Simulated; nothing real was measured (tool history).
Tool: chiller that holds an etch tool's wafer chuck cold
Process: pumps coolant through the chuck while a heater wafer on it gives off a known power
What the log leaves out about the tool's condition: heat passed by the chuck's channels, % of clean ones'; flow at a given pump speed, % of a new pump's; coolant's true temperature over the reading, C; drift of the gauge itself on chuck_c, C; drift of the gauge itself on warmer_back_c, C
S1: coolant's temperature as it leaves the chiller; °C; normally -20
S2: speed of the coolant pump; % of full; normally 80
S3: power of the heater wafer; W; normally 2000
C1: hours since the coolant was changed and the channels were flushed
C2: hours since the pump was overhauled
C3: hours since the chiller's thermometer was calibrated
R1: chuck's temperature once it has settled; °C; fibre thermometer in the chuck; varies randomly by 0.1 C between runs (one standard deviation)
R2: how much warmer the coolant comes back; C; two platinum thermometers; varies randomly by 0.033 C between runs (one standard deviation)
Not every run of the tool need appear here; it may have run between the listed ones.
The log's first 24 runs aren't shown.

run,hour,S1,S2,S3,C1,C2,C3,R1,R2
25,2608.9,-20,70,1700,906,1344,658,-4.9,4.41
26,2697.9,-19,86,1175,994,1433,747,-10.3,2.47
27,2791.7,-19,86,1175,1088,1527,841,-10.1,2.38
28,2940.5,-21,89,1637,1237,1675,990,-9.1,3.27
29,3066.5,-12,72,2306,1363,1801,1116,8.4,5.82
30,3196.4,-12,72,2306,1493,1931,1246,8.5,5.80
31,3321.3,-30,72,2306,1618,2056,1371,-9.3,5.88
32,3444.0,-16,94,2277,1741,2179,1493,0.1,4.26
33,3533.2,-20,80,2000,1830,2268,1582,-3.5,4.50

Below are 3 alternative next runs, each starting from the tool's condition after run 33. Predict each:
A,3604.7,-20,80,2471,1901,2340,1654,?,?
B,3604.7,-18,80,2000,1901,2340,1654,?,?
C,3604.7,-28,98,2000,1901,2340,1654,?,?

run,R1,R2
A,0.3,5.63
B,-1.3,4.52
C,-14.2,3.57
Without the tool's hidden state the same runs would have given:
run,R1,R2
A,-1.7,5.47
B,-3.0,4.39
C,-15.6,3.46

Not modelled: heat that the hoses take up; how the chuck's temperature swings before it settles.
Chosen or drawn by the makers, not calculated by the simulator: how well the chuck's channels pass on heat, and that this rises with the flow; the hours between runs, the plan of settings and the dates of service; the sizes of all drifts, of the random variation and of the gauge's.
